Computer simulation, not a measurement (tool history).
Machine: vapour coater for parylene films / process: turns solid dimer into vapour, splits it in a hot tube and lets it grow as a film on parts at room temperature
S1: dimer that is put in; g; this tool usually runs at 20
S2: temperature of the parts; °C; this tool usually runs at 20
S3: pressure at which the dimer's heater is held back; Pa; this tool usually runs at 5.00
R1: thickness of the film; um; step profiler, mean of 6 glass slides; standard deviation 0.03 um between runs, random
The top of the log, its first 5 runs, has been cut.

run   hour  S1  S2    S3    R1
  6   95.7  11  20  5.00  2.50
  7  107.0  11  20  5.00  2.46
  8  133.6  20  20  5.00  4.49
  9  158.7  20  20  5.00  4.52
 10  176.8   9  20  5.00  2.04
 11  203.0  35  20  5.00  7.87
 12  215.1   9  20  5.00  2.02
 13  231.5  28  20  5.00  6.24
 14  253.4  20  20  4.28  4.63
 15  271.3  23  20  5.00  5.15
 16  296.5  20  20  5.00  4.45
 17  314.2  20  20  3.28  4.87
 18  325.9  20  20  2.32  5.30
 19  346.9  20  20  2.32  5.30
     369.5  -- trap's valve overhauled
 20  370.3  20  20  5.00  4.49
 21  391.0  20  20  5.00  4.54
 22  409.3  20  20  5.00  4.55
 23  420.4  20  20  5.00  4.53
 24  436.3  12  20  5.79  2.64

The next listed run, before its measurement:
 25  459.8  12  20  5.79   ?

Run 25 measured R1 2.61 um.
On a tool with no hidden condition, and with the same random variation, this run would have come out at R1 2.61 um.
